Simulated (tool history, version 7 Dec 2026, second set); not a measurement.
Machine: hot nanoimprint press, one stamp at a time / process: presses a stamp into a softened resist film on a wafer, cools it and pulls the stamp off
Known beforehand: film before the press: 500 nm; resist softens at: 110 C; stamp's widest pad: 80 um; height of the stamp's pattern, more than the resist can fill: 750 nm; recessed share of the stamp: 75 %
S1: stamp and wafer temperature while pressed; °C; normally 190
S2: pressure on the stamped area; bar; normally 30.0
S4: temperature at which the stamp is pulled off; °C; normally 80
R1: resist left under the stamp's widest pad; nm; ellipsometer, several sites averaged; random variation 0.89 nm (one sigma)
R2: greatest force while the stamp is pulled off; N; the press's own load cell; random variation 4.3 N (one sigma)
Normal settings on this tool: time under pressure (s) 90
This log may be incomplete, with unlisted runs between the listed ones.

Run 1, day 0.000: usual settings. Result: R1 289.0 nm, R2 209 N.
Run 2, day 1.671: usual settings. Result: R1 289.2 nm, R2 207 N.
Run 3, day 3.621: usual settings. Result: R1 289.7 nm, R2 206 N.
Run 4, day 5.108: usual settings. Result: R1 288.6 nm, R2 212 N.
Run 5, day 6.375: usual settings. Result: R1 289.4 nm, R2 207 N.
Run 6, day 8.188: usual settings. Result: R1 290.9 nm, R2 199 N.
Run 7, day 9.712: usual settings. Result: R1 289.6 nm, R2 213 N.
Run 8, day 11.588: usual settings. Result: R1 289.7 nm, R2 211 N.
Run 9, day 13.058: usual settings. Result: R1 288.9 nm, R2 212 N.
Run 10, day 14.017: usual settings but time under pressure (s) 78. Result: R1 302.4 nm, R2 211 N.
Run 11, day 14.975: usual settings but time under pressure (s) 78. Result: R1 301.5 nm, R2 211 N.
At day 15.542: plate thermocouple calibrated.
Run 12, day 17.012: usual settings but time under pressure (s) 78. Result: R1 303.8 nm, R2 205 N.
Run 13, day 18.412: usual settings but time under pressure (s) 78. Result: R1 303.4 nm, R2 212 N.
Run 14, day 19.492: usual settings but S1 183 °C, time under pressure (s) 63, S4 86 °C. Result: R1 374.0 nm, R2 198 N.
Run 15, day 21.404: usual settings but S1 183 °C, time under pressure (s) 63, S4 86 °C. Result: R1 373.0 nm, R2 192 N.
At day 23.362: stamp cleaned and given a new release coat.
Run 16, day 23.454: usual settings but S1 183 °C, S2 25.7 bar, time under pressure (s) 66, S4 86 °C. Result: R1 385.0 nm, R2 201 N.
Run 17, day 24.554: usual settings but S2 30.8 bar. Result: R1 285.9 nm, R2 213 N.
Run 18, day 26.254: usual settings but S1 193 °C, S2 30.8 bar, time under pressure (s) 102, S4 85 °C. Result: R1 254.0 nm, R2 199 N.
Run 19, day 27.688: usual settings but S1 193 °C, S2 30.8 bar, time under pressure (s) 102, S4 85 °C. Result: R1 253.4 nm, R2 192 N.
Run 20, day 29.317: usual settings but S1 193 °C, S2 30.8 bar, time under pressure (s) 102, S4 85 °C. Result: R1 253.8 nm, R2 197 N.
Run 21, day 30.942: usual settings but S1 185 °C, S2 30.8 bar, time under pressure (s) 102, S4 82 °C. Result: R1 313.3 nm, R2 203 N.
Run 22, day 31.942: usual settings but S1 185 °C, S2 30.8 bar, time under pressure (s) 95, S4 81 °C. Result: R1 319.2 nm, R2 201 N.
Run 23, day 32.775: usual settings but S1 185 °C, S2 30.8 bar, time under pressure (s) 95, S4 81 °C. Result: R1 318.3 nm, R2 203 N.
Run 24, day 33.738: usual settings but S1 185 °C, S2 30.8 bar, time under pressure (s) 95, S4 81 °C. Result: R1 320.8 nm, R2 211 N.
At day 35.075: press's hydraulic seals changed and the load cell set to zero.
Run 25, day 35.946: usual settings but S1 185 °C, S2 30.8 bar, time under pressure (s) 95, S4 81 °C. Result: R1 321.1 nm, R2 217 N.
Run 26, day 36.771: usual settings but S1 194 °C, S2 30.8 bar, time under pressure (s) 95, S4 81 °C. Result: R1 252.9 nm, R2 211 N.

5 options for the next run, each taken on its own from the tool as it stands now. Forecast them:
Run A, day 38.062: usual settings but time under pressure (s) 173, S4 82 °C. Result: R1 ?, R2 ?.
Run B, day 38.062: usual settings but S1 194 °C, S2 30.8 bar, time under pressure (s) 95, S4 79 °C. Result: R1 ?, R2 ?.
Run C, day 38.062: usual settings but S1 196 °C, S2 29.6 bar. Result: R1 ?, R2 ?.
Run D, day 38.062: usual settings but S1 194 °C, S2 30.8 bar, time under pressure (s) 95, S4 76 °C. Result: R1 ?, R2 ?.
Run E, day 38.062: usual settings but S1 194 °C, time under pressure (s) 129, S4 86 °C. Result: R1 ?, R2 ?.

run     R1   R2
  A  230.6  200
  B  252.8  213
  C  248.8  211
  D  253.0  217
  E  227.7  202
Take away the tool's hidden state, keep each run's random variation, and the runs would have read:
run     R1   R2
  A  230.5  198
  B  252.7  210
  C  248.7  209
  D  252.8  215
  E  227.6  200

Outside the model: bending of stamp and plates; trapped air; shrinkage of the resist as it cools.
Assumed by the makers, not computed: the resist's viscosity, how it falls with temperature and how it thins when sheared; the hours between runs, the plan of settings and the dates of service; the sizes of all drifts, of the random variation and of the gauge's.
